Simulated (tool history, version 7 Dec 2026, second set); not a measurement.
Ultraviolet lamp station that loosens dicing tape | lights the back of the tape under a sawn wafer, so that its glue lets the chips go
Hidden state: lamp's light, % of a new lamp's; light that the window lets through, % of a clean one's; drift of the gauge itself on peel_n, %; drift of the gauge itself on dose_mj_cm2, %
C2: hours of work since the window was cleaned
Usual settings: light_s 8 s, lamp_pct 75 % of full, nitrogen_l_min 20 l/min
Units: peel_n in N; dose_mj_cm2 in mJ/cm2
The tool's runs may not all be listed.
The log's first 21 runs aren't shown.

Run 22, hour 740.4: usual settings but nitrogen_l_min 16 l/min; hours of work of the lamp 529; C2 37. Result: peel_n 0.516 N, dose_mj_cm2 365 mJ/cm2.
Run 23, hour 780.8: usual settings but lamp_pct 97 % of full, nitrogen_l_min 16 l/min; hours of work of the lamp 551; C2 59. Result: peel_n 0.332 N, dose_mj_cm2 479 mJ/cm2.
Run 24, hour 817.2: usual settings but lamp_pct 80 % of full, nitrogen_l_min 12 l/min; hours of work of the lamp 571; C2 79. Result: peel_n 0.563 N, dose_mj_cm2 396 mJ/cm2.
Run 25, hour 856.1: usual settings but light_s 4 s, lamp_pct 80 % of full, nitrogen_l_min 32 l/min; hours of work of the lamp 593; C2 101. Result: peel_n 1.101 N, dose_mj_cm2 197 mJ/cm2.
Run 26, hour 894.2: usual settings but light_s 10 s, lamp_pct 90 % of full, nitrogen_l_min 26 l/min; hours of work of the lamp 614; C2 122. Result: peel_n 0.2 N, dose_mj_cm2 564 mJ/cm2.
Run 27, hour 931.2: usual settings but lamp_pct 61 % of full; hours of work of the lamp 634; C2 142. Result: peel_n 0.732 N, dose_mj_cm2 306 mJ/cm2.
Run 28, hour 959.2: usual settings but light_s 5 s, lamp_pct 87 % of full, nitrogen_l_min 16 l/min; hours of work of the lamp 650; C2 158. Result: peel_n 0.915 N, dose_mj_cm2 273 mJ/cm2.
Run 29, hour 1001: usual settings but light_s 5 s, lamp_pct 87 % of full, nitrogen_l_min 16 l/min; hours of work of the lamp 673; C2 181. Result: peel_n 0.897 N, dose_mj_cm2 268 mJ/cm2.
Run 30, hour 1036.4: usual settings but light_s 13 s, lamp_pct 80 % of full, nitrogen_l_min 34 l/min; hours of work of the lamp 693; C2 201. Result: peel_n 0.148 N, dose_mj_cm2 645 mJ/cm2.
Run 31, hour 1058.7: usual settings but light_s 13 s, lamp_pct 80 % of full, nitrogen_l_min 34 l/min; hours of work of the lamp 705; C2 213. Result: peel_n 0.156 N, dose_mj_cm2 647 mJ/cm2.
Run 32, hour 1097.6: usual settings but light_s 13 s, lamp_pct 80 % of full, nitrogen_l_min 34 l/min; hours of work of the lamp 727; C2 235. Result: peel_n 0.149 N, dose_mj_cm2 646 mJ/cm2.
Run 33, hour 1119.1: usual settings but light_s 10 s, lamp_pct 86 % of full, nitrogen_l_min 34 l/min; hours of work of the lamp 739; C2 247. Result: peel_n 0.203 N, dose_mj_cm2 537 mJ/cm2.
Run 34, hour 1141.7: usual settings but light_s 9 s, lamp_pct 64 % of full, nitrogen_l_min 7 l/min; hours of work of the lamp 751; C2 259. Result: peel_n 0.857 N, dose_mj_cm2 354 mJ/cm2.
Run 35, hour 1175.5: usual settings but light_s 9 s, lamp_pct 64 % of full, nitrogen_l_min 7 l/min; hours of work of the lamp 770; C2 278. Result: peel_n 0.832 N, dose_mj_cm2 355 mJ/cm2.
Run 36, hour 1215.7: usual settings but light_s 9 s, lamp_pct 64 % of full, nitrogen_l_min 7 l/min; hours of work of the lamp 792; C2 300. Result: peel_n 0.888 N, dose_mj_cm2 360 mJ/cm2.
Run 37, hour 1248.9: usual settings but light_s 15 s, lamp_pct 69 % of full; hours of work of the lamp 811; C2 319. Result: peel_n 0.177 N, dose_mj_cm2 640 mJ/cm2.
Run 38, hour 1275: usual settings but lamp_pct 86 % of full, nitrogen_l_min 26 l/min; hours of work of the lamp 825; C2 333. Result: peel_n 0.327 N, dose_mj_cm2 429 mJ/cm2.
Run 39, hour 1320.7: usual settings but light_s 15 s, nitrogen_l_min 37 l/min; hours of work of the lamp 850; C2 358. Result: peel_n 0.121 N, dose_mj_cm2 693 mJ/cm2.
At hour 1353.1: window cleaned of glue's vapour.
Run 40, hour 1367.4: usual settings but light_s 15 s, nitrogen_l_min 37 l/min; hours of work of the lamp 876; C2 8. Result: peel_n 0.147 N, dose_mj_cm2 694 mJ/cm2.
Run 41, hour 1399.8: usual settings but light_s 15 s, nitrogen_l_min 37 l/min; hours of work of the lamp 894; C2 26. Result: peel_n 0.138 N, dose_mj_cm2 698 mJ/cm2.
Run 42, hour 1445: usual settings but light_s 4 s; hours of work of the lamp 919; C2 51. Result: peel_n 1.371 N, dose_mj_cm2 182 mJ/cm2.

Run 43 comes next. What will it give?
Run 43, hour 1488.9: usual settings but light_s 9 s, lamp_pct 92 % of full, nitrogen_l_min 12 l/min; hours of work of the lamp 943; C2 75. Result: peel_n ?, dose_mj_cm2 ?.

{"run 43": {"peel_n": 0.343, "dose_mj_cm2": 512}}
Without the tool's hidden state the same run would have given peel_n 0.342 N, dose_mj_cm2 513 mJ/cm2.

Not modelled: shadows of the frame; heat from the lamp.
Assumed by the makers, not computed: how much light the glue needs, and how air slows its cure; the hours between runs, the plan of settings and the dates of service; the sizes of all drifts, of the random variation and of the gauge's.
